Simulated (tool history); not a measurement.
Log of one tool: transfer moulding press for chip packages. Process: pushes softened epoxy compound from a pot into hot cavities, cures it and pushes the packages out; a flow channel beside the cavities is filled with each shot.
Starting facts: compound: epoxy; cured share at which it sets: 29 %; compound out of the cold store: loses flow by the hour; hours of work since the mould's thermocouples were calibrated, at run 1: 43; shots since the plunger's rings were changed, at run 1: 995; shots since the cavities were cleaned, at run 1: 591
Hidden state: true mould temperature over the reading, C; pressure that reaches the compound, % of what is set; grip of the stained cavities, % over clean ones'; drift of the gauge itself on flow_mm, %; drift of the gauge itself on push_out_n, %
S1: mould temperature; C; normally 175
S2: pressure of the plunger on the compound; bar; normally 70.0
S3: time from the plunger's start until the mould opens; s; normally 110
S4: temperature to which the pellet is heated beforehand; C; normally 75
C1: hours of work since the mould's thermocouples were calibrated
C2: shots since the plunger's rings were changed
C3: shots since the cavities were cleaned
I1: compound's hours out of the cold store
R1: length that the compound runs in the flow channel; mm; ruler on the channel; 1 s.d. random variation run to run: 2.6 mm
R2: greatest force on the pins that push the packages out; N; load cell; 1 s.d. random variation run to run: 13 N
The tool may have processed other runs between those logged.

run   hour   S1    S2   S3  S4   C1    C2   C3    I1    R1   R2
  1    0.0  175  70.0  110  75   43   995  591  30.9   950  636
  2    6.3  175  70.0  110  75   47  1063  659  17.1   999  630
  3   14.0  175  70.0  110  75   52  1146  742  28.5   962  627
  4   23.2  175  70.0  110  70   57  1245  841  19.9   988  630
      29.0  -- cavities cleaned with cleaning compound and waxed
  5   33.9  175  70.0  110  75   63  1345   54  32.3   949  600
  6   39.9  175  70.0  110  75   66  1410  119  11.3  1022  666
  7   46.1  175  70.0  108  75   70  1476  185  19.5   983  655
  8   59.9  175  70.0  108  75   78  1626  335  43.7   916  650
  9   71.2  175  70.0  108  75   85  1747  456  24.4   974  655
 10   81.9  175  70.0  123  75   92  1862  571  43.8   914  488
 11   93.4  175  70.0  123  75   99  1987  696   8.0  1026  507
 12  106.3  175  70.0  110  78  106  2126  835  23.0   976  618
     112.2  -- cavities cleaned with cleaning compound and waxed
 13  120.1  175  70.0  110  78  114  2259   86  40.0   926  580
 14  130.0  175  70.0  110  75  120  2366  193  15.9  1000  635
 15  142.4  175  70.0  110  68  127  2499  326  43.6   912  596
     149.1  -- plunger's sealing rings changed
 16  154.5  175  70.0  110  68  133    58  430  12.8  1009  634
 17  166.9  179  82.3  112  85  141   193  565   9.3  1095  482
 18  176.7  177  74.2  134  79  146   298  670  16.2  1018  454
 19  185.0  177  74.2  134  79  151   387  759  34.6   962  437
 20  192.9  177  71.2  134  79  156   472  844  40.8   928  432
     197.8  -- cavities cleaned with cleaning compound and waxed
 21  206.0  181  84.7  134  76  163   597   88  33.0  1019  405
 22  212.8  175  61.6  144  81  167   671  162  43.2   858  431
 23  224.0  173  61.6  150  81  174   792  283  22.6   922  435
 24  232.2  173  61.6  150  81  179   881  372  13.4   956  433
 25  237.8  171  53.3  150  65  182   942  433  27.0   853  482
 26  248.6  175  70.0  119  71  189  1058  549  29.4   959  551
 27  261.5  175  70.0  117  66  197  1196  687  12.4  1014  584
 28  269.4  179  82.4  112  67  201  1282  773  23.2  1044  486

Consider 5 possible next runs. They are alternatives, not a sequence: every one starts from the tool as it was left by run 28. What does each give?
  A  277.5  181  70.0  110  75  206  1369  860  11.7   ?   ?
  B  277.5  178  57.8  110  75  206  1369  860  47.7   ?   ?
  C  277.5  178  70.0  110  75  206  1369  860  46.6   ?   ?
  D  277.5  179  53.8  112  79  206  1369  860  28.1   ?   ?
  E  277.5  179  60.6  143  67  206  1369  860  41.7   ?   ?

run   R1   R2
  A  991  472
  B  808  489
  C  898  519
  D  831  469
  E  846  418
The same runs, with their run-to-run variation unchanged, on a tool lacking any hidden condition would have given:
run   R1   R2
  A  991  466
  B  809  482
  C  898  512
  D  831  463
  E  846  412
